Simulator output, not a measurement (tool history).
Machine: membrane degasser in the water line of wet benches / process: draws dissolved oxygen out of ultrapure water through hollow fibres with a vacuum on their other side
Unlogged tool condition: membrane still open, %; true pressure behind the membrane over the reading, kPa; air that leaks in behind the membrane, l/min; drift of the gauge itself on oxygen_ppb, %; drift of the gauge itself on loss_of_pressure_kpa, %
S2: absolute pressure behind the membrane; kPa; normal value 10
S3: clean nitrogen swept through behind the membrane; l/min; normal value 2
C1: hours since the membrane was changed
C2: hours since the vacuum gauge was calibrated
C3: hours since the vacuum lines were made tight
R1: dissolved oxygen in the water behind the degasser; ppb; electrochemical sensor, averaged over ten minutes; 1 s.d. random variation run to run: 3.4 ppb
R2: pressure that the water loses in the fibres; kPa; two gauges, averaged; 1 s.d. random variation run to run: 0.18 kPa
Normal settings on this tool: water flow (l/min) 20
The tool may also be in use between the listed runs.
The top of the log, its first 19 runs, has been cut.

Run 20, hour 1923.3: usual settings but water flow (l/min) 15, S2 24.8 kPa, S3 1.39 l/min; C1 4794; C2 3262; C3 6018. Result: R1 594.8 ppb, R2 24.21 kPa.
Run 21, hour 2046.6: usual settings but water flow (l/min) 23, S2 7.7 kPa; C1 4917; C2 3385; C3 6141. Result: R1 367.9 ppb, R2 36.72 kPa.
Run 22, hour 2160.7: usual settings but S2 8 kPa, S3 1.41 l/min; C1 5031; C2 3499; C3 6255. Result: R1 335.7 ppb, R2 31.96 kPa.
Run 23, hour 2261.1: usual settings but S2 8 kPa, S3 1.41 l/min; C1 5132; C2 3600; C3 6356. Result: R1 332.2 ppb, R2 32.12 kPa.
Run 24, hour 2325.6: usual settings but water flow (l/min) 19, S2 6.1 kPa; C1 5196; C2 3664; C3 6420. Result: R1 226.1 ppb, R2 30.32 kPa.
Run 25, hour 2437.9: usual settings but water flow (l/min) 19, S2 6.1 kPa; C1 5309; C2 3776; C3 6532. Result: R1 224.1 ppb, R2 30.3 kPa.
Run 26, hour 2539: usual settings but water flow (l/min) 19, S2 6.1 kPa; C1 5410; C2 3877; C3 6633. Result: R1 227.7 ppb, R2 30.67 kPa.
Run 27, hour 2606.1: usual settings but water flow (l/min) 16; C1 5477; C2 3945; C3 6701. Result: R1 231.8 ppb, R2 25.58 kPa.
Run 28, hour 2688.8: usual settings but water flow (l/min) 19, S2 24.9 kPa, S3 1.08 l/min; C1 5559; C2 4027; C3 6783. Result: R1 928.3 ppb, R2 30.57 kPa.
Run 29, hour 2838.4: usual settings but S2 16.4 kPa; C1 5709; C2 4177; C3 6933. Result: R1 476.6 ppb, R2 31.84 kPa.
Run 30, hour 2941.3: usual settings but S2 16.4 kPa; C1 5812; C2 4280; C3 7036. Result: R1 472.2 ppb, R2 32.04 kPa.
At hour 3031.8: vacuum gauge calibrated.
Run 31, hour 3076.5: usual settings but S2 16.4 kPa; C1 5947; C2 45; C3 7170. Result: R1 480 ppb, R2 32.11 kPa.
Run 32, hour 3219.6: usual settings but water flow (l/min) 14, S2 20.1 kPa, S3 1.83 l/min; C1 6090; C2 188; C3 7314. Result: R1 366.3 ppb, R2 22.36 kPa.

Forecast each of these 3 alternatives for the next run:
At hour 3257.2: seals of the vacuum lines changed.
Run A, hour 3302: usual settings but S2 9.3 kPa, S3 4.26 l/min; C1 6170; C2 268; C3 45. Result: R1 ?, R2 ?.
At hour 3257.2: seals of the vacuum lines changed.
Run B, hour 3302: usual settings but water flow (l/min) 14, S2 7.5 kPa, S3 5.81 l/min; C1 6170; C2 268; C3 45. Result: R1 ?, R2 ?.
At hour 3257.2: seals of the vacuum lines changed.
Run C, hour 3302: usual settings but water flow (l/min) 14, S2 20.1 kPa, S3 1.83 l/min; C1 6170; C2 268; C3 45. Result: R1 ?, R2 ?.

run     R1     R2
  A  251.3  32.04
  B   99.7  22.38
  C  370.6   22.5
With the hidden condition removed and each run's random variation left untouched, the same runs would have given:
run     R1     R2
  A  250.6  32.01
  B   99.3  22.36
  C  370.3  22.47

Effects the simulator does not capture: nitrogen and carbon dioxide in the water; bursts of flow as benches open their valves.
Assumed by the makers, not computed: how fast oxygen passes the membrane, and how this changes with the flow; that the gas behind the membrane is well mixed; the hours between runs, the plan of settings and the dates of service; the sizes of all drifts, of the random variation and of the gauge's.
